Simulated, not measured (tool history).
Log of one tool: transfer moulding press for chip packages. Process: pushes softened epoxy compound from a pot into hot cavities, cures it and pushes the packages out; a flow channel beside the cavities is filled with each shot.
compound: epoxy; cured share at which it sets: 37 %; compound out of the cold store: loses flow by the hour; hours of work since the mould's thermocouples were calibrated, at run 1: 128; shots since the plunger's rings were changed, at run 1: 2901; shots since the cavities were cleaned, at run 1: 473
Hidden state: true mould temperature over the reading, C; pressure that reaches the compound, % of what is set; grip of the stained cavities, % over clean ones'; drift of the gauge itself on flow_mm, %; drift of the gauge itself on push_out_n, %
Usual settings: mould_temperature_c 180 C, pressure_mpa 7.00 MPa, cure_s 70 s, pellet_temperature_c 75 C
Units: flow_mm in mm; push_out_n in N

run	hour	mould_temperature_c	pressure_mpa	cure_s	pellet_temperature_c	hours of work since the mould's thermocouples were calibrated	shots since the plunger's rings were changed	shots since the cavities were cleaned	incoming compound's hours out of the cold store	flow_mm	push_out_n
1	0.0	180	7.00	70	75	128	2901	473	30.2	895	958
2	14.6	176	7.00	70	75	139	3147	719	8.1	1010	1545
3	25.4	180	7.00	78	75	147	3329	901	33.7	873	814
# hour 41.0: cavities cleaned with cleaning compound and waxed
4	42.3	180	7.00	78	75	158	3589	22	14.2	964	603
5	55.1	180	7.00	78	75	168	3804	237	32.3	869	666
6	68.7	180	7.00	70	75	178	4033	466	19.3	920	973
7	83.3	180	8.62	70	75	189	4280	713	26.8	993	1014
8	91.6	180	8.62	70	75	195	4419	852	38.3	925	1043
9	106.8	180	8.62	70	75	206	4674	1107	30.8	958	1104
# hour 111.1: cavities cleaned with cleaning compound and waxed
10	117.9	180	8.62	70	75	213	4837	115	10.7	1065	861
11	133.1	180	8.62	70	75	225	5094	372	17.3	1033	933
12	149.0	180	7.00	70	75	237	5360	638	34.1	844	1005
# hour 162.4: plunger's sealing rings changed
13	165.3	180	7.00	70	75	247	48	871	19.4	970	1088
14	173.6	180	7.00	107	75	253	188	1011	44.5	856	728
# hour 183.4: cavities cleaned with cleaning compound and waxed
15	191.3	180	7.00	107	80	265	461	133	32.5	905	515
16	207.1	180	7.00	53	77	277	727	399	40.8	869	1719
17	221.4	180	7.00	53	77	287	969	641	38.0	877	2003
18	233.4	174	7.27	79	73	296	1170	842	18.0	1017	1264
19	249.9	174	8.56	78	73	309	1448	1120	22.5	1057	1394
# hour 253.8: cavities cleaned with cleaning compound and waxed
20	261.8	186	5.96	78	73	316	1625	137	41.2	777	520
21	278.4	186	5.96	78	73	329	1903	415	22.4	848	607
22	295.6	180	7.64	90	75	342	2194	706	21.6	983	697
23	312.8	180	7.00	70	73	354	2483	995	20.1	943	1135
# hour 322.9: cavities cleaned with cleaning compound and waxed
24	325.4	180	7.60	70	75	363	2670	42	13.2	1019	799
25	341.4	180	7.60	70	75	374	2940	312	34.7	900	873
26	349.4	175	5.81	70	75	380	3075	447	39.8	784	1288
27	367.3	179	6.30	70	83	394	3377	749	24.2	873	1083

Measured less the same run without the tool's hidden state. The same run-to-run variation is in both; the gauge's scatter may not be:
run	flow_mm	push_out_n
1	-34	+263
2	-43	+523
3	-39	+299
4	-46	+15
5	-44	+113
6	-50	+259
7	-58	+334
8	-56	+368
9	-63	+428
10	-72	+87
11	-74	+223
12	-63	+316
13	-3	+389
14	-4	+275
15	-7	+63
16	-11	+415
17	-13	+621
18	-19	+437
19	-23	+535
20	-19	+62
21	-24	+154
22	-31	+228
23	-34	+418
24	-40	+47
25	-38	+184
26	-35	+333
27	-43	+354
